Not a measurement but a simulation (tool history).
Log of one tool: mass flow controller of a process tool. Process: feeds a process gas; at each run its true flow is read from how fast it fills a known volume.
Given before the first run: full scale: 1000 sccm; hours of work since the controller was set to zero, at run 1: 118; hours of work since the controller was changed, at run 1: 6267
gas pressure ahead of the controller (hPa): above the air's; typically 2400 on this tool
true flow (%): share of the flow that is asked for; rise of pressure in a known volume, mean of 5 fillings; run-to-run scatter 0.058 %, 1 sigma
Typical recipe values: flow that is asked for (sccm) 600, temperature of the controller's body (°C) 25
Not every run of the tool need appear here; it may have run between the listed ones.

run    hour  flow that is asked for (sccm)  gas pressure ahead of the controller (hPa)  temperature of the controller's body (°C)  hours of work since the controller was set to zero  hours of work since the controller was changed  true flow (%)
  1     0.0                            600                                        2400                                         25                                                 118                                            6267         101.41
  2   319.9                            600                                        2400                                         25                                                 273                                            6421         101.44
  3   635.8                            433                                        2400                                         25                                                 426                                            6574         101.31
  4   839.6                            433                                        2400                                         25                                                 524                                            6673         101.34
  5  1143.1                            600                                        2400                                         25                                                 671                                            6820         101.43
  6  1405.1                            600                                        2380                                         25                                                 798                                            6946         101.45
  7  1590.9                            600                                        2400                                         25                                                 887                                            7036         101.37
  8  1877.9                            687                                        2400                                         25                                                1026                                            7175         101.52
  9  2022.5                            687                                        2400                                         25                                                1096                                            7245         101.53
 10  2233.4                            687                                        2400                                         25                                                1198                                            7347         101.55
 11  2492.5                            687                                        2400                                         25                                                1324                                            7472         101.41
 12  2692.2                            687                                        2400                                         25                                                1420                                            7569         101.35
 13  2928.7                            687                                        2400                                         25                                                1534                                            7683         101.36
 14  3145.3                            600                                        2400                                         32                                                1639                                            7788         100.62
 15  3320.6                            600                                        2400                                         32                                                1724                                            7873         100.72
 16  3579.9                            600                                        2400                                         25                                                1849                                            7998         101.32
 17  3769.9                            600                                        2400                                         25                                                1941                                            8090         101.28
 18  4103.0                            600                                        2400                                         25                                                2102                                            8251         101.14
 19  4310.8                            600                                        2400                                         25                                                2203                                            8352         101.16
 20  4453.2                            600                                        2330                                         25                                                2272                                            8420         101.16
 21  4640.5                            119                                        2400                                         25                                                2362                                            8511          96.84
 22  4829.0                            119                                        2400                                         25                                                2453                                            8602          96.70
 23  5161.1                            119                                        2460                                         25                                                2614                                            8763          96.32
     5190.1  -- controller's zero set anew
 24  5404.3                            600                                        2400                                         25                                                 104                                            8880         100.68
 25  5626.1                            600                                        2400                                         25                                                 211                                            8987         100.77
 26  5782.2                            153                                        2400                                         29                                                 286                                            9063          95.32
 27  6120.5                            153                                        2400                                         29                                                 450                                            9227          95.22
 28  6354.9                            600                                        2400                                         39                                                 563                                            9340          99.40
 29  6575.6                            662                                        2790                                         36                                                 670                                            9447          99.69
 30  6727.0                            140                                        2790                                         36                                                 743                                            9520          93.26
 31  6874.3                            140                                        2790                                         36                                                 814                                            9591          93.18

Run 32 has not been measured yet. What should we expect?
     7055.7  -- controller's zero set anew, once more
 32  7206.0                            140                                        2790                                         36                                                  73                                            9751              ?

{"run 32": {"true flow (%)": 100.51}}
On a tool with no hidden condition, and with the same random variation, this run would have come out at true flow (%) 97.62.

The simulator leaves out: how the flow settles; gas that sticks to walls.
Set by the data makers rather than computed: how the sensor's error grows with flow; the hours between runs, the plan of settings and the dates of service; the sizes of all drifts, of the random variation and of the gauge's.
